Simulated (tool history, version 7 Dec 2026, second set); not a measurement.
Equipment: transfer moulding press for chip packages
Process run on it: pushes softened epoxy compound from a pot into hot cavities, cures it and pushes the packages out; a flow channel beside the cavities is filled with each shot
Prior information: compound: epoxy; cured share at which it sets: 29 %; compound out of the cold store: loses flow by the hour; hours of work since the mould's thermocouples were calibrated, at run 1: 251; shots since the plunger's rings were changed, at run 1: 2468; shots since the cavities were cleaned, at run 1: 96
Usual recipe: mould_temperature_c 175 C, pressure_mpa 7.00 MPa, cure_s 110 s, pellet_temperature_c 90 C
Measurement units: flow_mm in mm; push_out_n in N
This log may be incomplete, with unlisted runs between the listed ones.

run   hour  mould_temperature_c  pressure_mpa  cure_s  pellet_temperature_c  hours of work since the mould's thermocouples were calibrated  shots since the plunger's rings were changed  shots since the cavities were cleaned  incoming compound's hours out of the cold store  flow_mm  push_out_n
  1    0.0                  175          7.00     110                    90                                                            251                                          2468                                     96                                             46.2      801         288
  2   12.4                  175          7.00     114                    90                                                            260                                          2607                                    235                                              8.4      984         303
  3   24.5                  175          7.00     114                    90                                                            269                                          2743                                    371                                             25.6      893         292
  4   34.4                  175          7.00     114                    90                                                            276                                          2853                                    481                                             10.2      978         310
  5   41.2                  175          7.00     114                    90                                                            281                                          2930                                    558                                             35.5      850         295
      43.3  -- cavities cleaned with cleaning compound and waxed
  6   53.4                  175          7.00     114                    90                                                            288                                          3050                                    114                                             17.2      942         307
  7   60.1                  175          7.00     114                    90                                                            293                                          3124                                    188                                             32.8      863         283
  8   73.7                  175          7.00     110                    90                                                            303                                          3278                                    342                                             16.6      945         308
  9   84.4                  175          7.00     110                    90                                                            311                                          3398                                    462                                             33.6      864         294
 10   93.3                  175          7.00     110                    89                                                            317                                          3497                                    561                                             43.4      811         297
      96.0  -- cavities cleaned with cleaning compound and waxed
     102.5  -- plunger's sealing rings changed
 11  108.4                  175          7.00     110                    90                                                            325                                            66                                    110                                             18.7      933         305
 12  114.5                  175          7.00     110                    90                                                            329                                           135                                    179                                             42.3      819         304
 13  121.0                  175          7.00     110                    90                                                            334                                           208                                    252                                             34.9      847         312
 14  130.2                  175          7.00     110                    90                                                            341                                           311                                    355                                             22.7      909         308
 15  141.1                  175          7.00     110                    90                                                            349                                           433                                    477                                             39.6      840         318
     150.8  -- cavities cleaned with cleaning compound and waxed
 16  155.8                  181          6.33     100                    83                                                            358                                           581                                     56                                             21.9      852         271
 17  164.0                  175          7.38     110                    97                                                            364                                           673                                    148                                             43.7      838         295
 18  177.4                  175          7.38     110                    97                                                            373                                           823                                    298                                             38.3      856         289
 19  190.0                  169          8.56     115                    96                                                            383                                           964                                    439                                             21.8     1043         388
 20  197.9                  170          7.58     130                    92                                                            388                                          1054                                    529                                              9.4     1052         308
     202.7  -- cavities cleaned with cleaning compound and waxed
 21  207.5                  170          7.58     130                    92                                                            394                                          1144                                     54                                             37.3      894         300
 22  213.2                  175          7.00     110                    94                                                            398                                          1208                                    118                                             44.8      804         292
 23  224.9                  175          7.00     110                    94                                                            407                                          1339                                    249                                             15.1      950         304
 24  234.5                  176          7.11     126                    94                                                            413                                          1447                                    357                                             26.1      898         272
 25  240.2                  176          7.11     126                    94                                                            417                                          1510                                    420                                             32.8      864         262
 26  251.8                  175          5.50     110                    90                                                            426                                          1641                                    551                                             41.6      722         301
     255.2  -- cavities cleaned with cleaning compound and waxed
 27  263.0                  175          5.50     113                    87                                                            433                                          1749                                     87                                             15.3      843         298
 28  273.3                  175          7.69     110                    90                                                            440                                          1865                                    203                                             18.7      978         299

3 ways to go on from here, each from the tool as it stands after run 28. What would each give?
  A  280.5                  175          6.70     110                    90                                                            445                                          1945                                    283                                             21.6        ?           ?
  B  280.5                  175          7.69     139                    83                                                            445                                          1945                                    283                                             38.0        ?           ?
  C  280.5                  172          7.62     110                    94                                                            445                                          1945                                    283                                             15.5        ?           ?

run  flow_mm  push_out_n
  A      895         302
  B      876         257
  C     1009         370
Without the tool's unlogged condition, the same runs would have read:
run  flow_mm  push_out_n
  A      896         300
  B      876         255
  C     1010         368

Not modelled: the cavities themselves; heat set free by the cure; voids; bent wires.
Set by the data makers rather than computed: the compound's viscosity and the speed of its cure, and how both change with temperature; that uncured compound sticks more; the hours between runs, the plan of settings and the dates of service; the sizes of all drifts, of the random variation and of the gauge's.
